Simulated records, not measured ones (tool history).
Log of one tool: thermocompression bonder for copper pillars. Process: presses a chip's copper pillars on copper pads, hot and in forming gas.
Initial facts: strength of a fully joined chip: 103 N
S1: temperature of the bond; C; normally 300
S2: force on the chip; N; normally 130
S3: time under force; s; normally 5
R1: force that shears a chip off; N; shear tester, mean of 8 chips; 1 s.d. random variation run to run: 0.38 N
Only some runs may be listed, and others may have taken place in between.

| run | hour | S1 | S2 | S3 | R1 |
|---|---|---|---|---|---|
| 1 | 0 | 300 | 130 | 5 | 38.9 |
| 2 | 28.4 | 300 | 130 | 5 | 38.4 |
| 3 | 54.2 | 300 | 149 | 5 | 41.1 |
| 4 | 96.4 | 300 | 149 | 5 | 40.9 |
| 5 | 131.1 | 300 | 149 | 5 | 41.4 |
| 6 | 167.1 | 300 | 149 | 5 | 41.7 |
|  | 171.6 | forming gas filter changed |
| 7 | 204.4 | 300 | 149 | 5 | 42.4 |
| 8 | 230.2 | 300 | 149 | 5 | 42.9 |
| 9 | 257.1 | 292 | 130 | 5 | 36.6 |
| 10 | 285.3 | 292 | 130 | 5 | 36.8 |
| 11 | 328.8 | 292 | 130 | 5 | 35.9 |
|  | 333.7 | heater calibrated with a thermocouple chip |
| 12 | 376.8 | 292 | 130 | 5 | 37.4 |
| 13 | 407.1 | 300 | 130 | 5 | 39.8 |
| 14 | 440 | 300 | 171 | 5 | 45.9 |
|  | 465.4 | heater calibrated with a thermocouple chip, once more |
| 15 | 469 | 300 | 171 | 5 | 43 |
|  | 479.1 | forming gas filter changed |
| 16 | 489.7 | 300 | 171 | 5 | 44.8 |
| 17 | 534.1 | 300 | 171 | 5 | 44.3 |
| 18 | 554.6 | 300 | 171 | 5 | 44.7 |
| 19 | 596.3 | 300 | 125 | 5 | 38.5 |
| 20 | 615.8 | 300 | 125 | 5 | 37.7 |
| 21 | 653.7 | 317 | 83 | 9 | 46.7 |
| 22 | 675.2 | 297 | 162 | 3 | 34 |
| 23 | 708 | 273 | 107 | 3 | 20.6 |
| 24 | 735 | 273 | 107 | 3 | 20.6 |
| 25 | 767.1 | 274 | 132 | 6 | 31 |
|  | 782.1 | forming gas filter changed |
| 26 | 812.8 | 274 | 132 | 6 | 32.1 |
| 27 | 833.7 | 274 | 132 | 6 | 32.6 |
| 28 | 866.1 | 313 | 82 | 6 | 38.9 |
| 29 | 893 | 300 | 103 | 10 | 46.4 |
| 30 | 925.3 | 290 | 130 | 7 | 40.8 |
| 31 | 969 | 271 | 173 | 6 | 35 |
| 32 | 990.7 | 292 | 89 | 3 | 24.1 |
| 33 | 1019.5 | 287 | 141 | 6 | 38.2 |
| 34 | 1051.8 | 278 | 139 | 5 | 31.2 |
| 35 | 1073.9 | 276 | 139 | 5 | 31.5 |
|  | 1086.4 | forming gas filter changed |
| 36 | 1115.7 | 300 | 130 | 4 | 36.8 |
| 37 | 1152.7 | 298 | 130 | 12 | 54.9 |

5 options for the next run, each taken on its own from the tool as it stands now. Forecast them:
| A | 1195.5 | 298 | 125 | 8 | ? |
| B | 1195.5 | 309 | 103 | 7 | ? |
| C | 1195.5 | 295 | 170 | 5 | ? |
| D | 1195.5 | 300 | 130 | 11 | ? |
| E | 1195.5 | 288 | 183 | 12 | ? |

| run | R1 |
|---|---|
| A | 46.1 |
| B | 44.3 |
| C | 43.3 |
| D | 53 |
| E | 57.2 |
Stripped of hidden state, with their random variation kept, the same runs would have yielded:
| run | R1 |
|---|---|
| A | 44.9 |
| B | 43.2 |
| C | 42.2 |
| D | 51.8 |
| E | 56 |

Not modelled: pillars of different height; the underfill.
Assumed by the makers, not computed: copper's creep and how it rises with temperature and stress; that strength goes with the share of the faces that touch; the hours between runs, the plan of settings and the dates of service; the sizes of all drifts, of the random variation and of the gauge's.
